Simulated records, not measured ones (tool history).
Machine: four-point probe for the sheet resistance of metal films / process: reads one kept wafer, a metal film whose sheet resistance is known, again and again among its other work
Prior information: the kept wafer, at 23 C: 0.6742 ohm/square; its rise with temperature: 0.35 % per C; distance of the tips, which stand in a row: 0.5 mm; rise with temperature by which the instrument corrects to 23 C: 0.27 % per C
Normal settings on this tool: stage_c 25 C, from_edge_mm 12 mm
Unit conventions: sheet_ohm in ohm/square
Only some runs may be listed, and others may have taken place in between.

run 1 hour=0 | stage_c=25 from_edge_mm=12 | sheet_ohm=0.673664
run 2 hour=63.1 | stage_c=25 from_edge_mm=12 | sheet_ohm=0.673727
run 3 hour=143.8 | stage_c=25 from_edge_mm=12 | sheet_ohm=0.67356
run 4 hour=186.1 | stage_c=25 from_edge_mm=25 | sheet_ohm=0.673158
run 5 hour=223.9 | stage_c=26 from_edge_mm=12 | sheet_ohm=0.673847
run 6 hour=264.2 | stage_c=25 from_edge_mm=9 | sheet_ohm=0.674056
run 7 hour=305.8 | stage_c=20 from_edge_mm=12 | sheet_ohm=0.670286
run 8 hour=374.9 | stage_c=20 from_edge_mm=12 | sheet_ohm=0.670596
run 9 hour=414.7 | stage_c=20 from_edge_mm=12 | sheet_ohm=0.670573
run 10 hour=481.9 | stage_c=20 from_edge_mm=12 | sheet_ohm=0.670224
run 11 hour=527.9 | stage_c=24 from_edge_mm=12 | sheet_ohm=0.672331
run 12 hour=567.8 | stage_c=32 from_edge_mm=12 | sheet_ohm=0.676544
run 13 hour=622.4 | stage_c=21 from_edge_mm=12 | sheet_ohm=0.670748
run 14 hour=699.5 | stage_c=21 from_edge_mm=12 | sheet_ohm=0.670452
run 15 hour=780.8 | stage_c=21 from_edge_mm=12 | sheet_ohm=0.670338
run 16 hour=829.9 | stage_c=28 from_edge_mm=40 | sheet_ohm=0.673532
run 17 hour=888.9 | stage_c=21 from_edge_mm=15 | sheet_ohm=0.670025
run 18 hour=927.2 | stage_c=24 from_edge_mm=21 | sheet_ohm=0.671267
run 19 hour=1012.2 | stage_c=32 from_edge_mm=18 | sheet_ohm=0.675596
run 20 hour=1080.8 | stage_c=27 from_edge_mm=18 | sheet_ohm=0.673033
run 21 hour=1120.2 | stage_c=33 from_edge_mm=3 | sheet_ohm=0.68572
run 22 hour=1174.9 | stage_c=24 from_edge_mm=29 | sheet_ohm=0.670928
run 23 hour=1242.8 | stage_c=32 from_edge_mm=9 | sheet_ohm=0.676297
run 24 hour=1321.4 | stage_c=20 from_edge_mm=9 | sheet_ohm=0.669568
run 25 hour=1361.6 | stage_c=22 from_edge_mm=56 | sheet_ohm=0.669633
run 26 hour=1397.8 | stage_c=22 from_edge_mm=56 | sheet_ohm=0.66956

Predict each of these 5 candidate next runs independently; none follows another, all start after run 26:
run A hour=1471.1 | stage_c=24 from_edge_mm=43 | sheet_ohm=?
run B hour=1471.1 | stage_c=22 from_edge_mm=11 | sheet_ohm=?
run C hour=1471.1 | stage_c=34 from_edge_mm=9 | sheet_ohm=?
run D hour=1471.1 | stage_c=33 from_edge_mm=29 | sheet_ohm=?
run E hour=1471.1 | stage_c=21 from_edge_mm=39 | sheet_ohm=?

run=A sheet_ohm=0.670641
run=B sheet_ohm=0.670121
run=C sheet_ohm=0.676968
run=D sheet_ohm=0.675217
run=E sheet_ohm=0.668725
The same runs, with their run-to-run variation unchanged, on a tool lacking any hidden condition would have given:
run=A sheet_ohm=0.674893
run=B sheet_ohm=0.674373
run=C sheet_ohm=0.681242
run=D sheet_ohm=0.679482
run=E sheet_ohm=0.67297
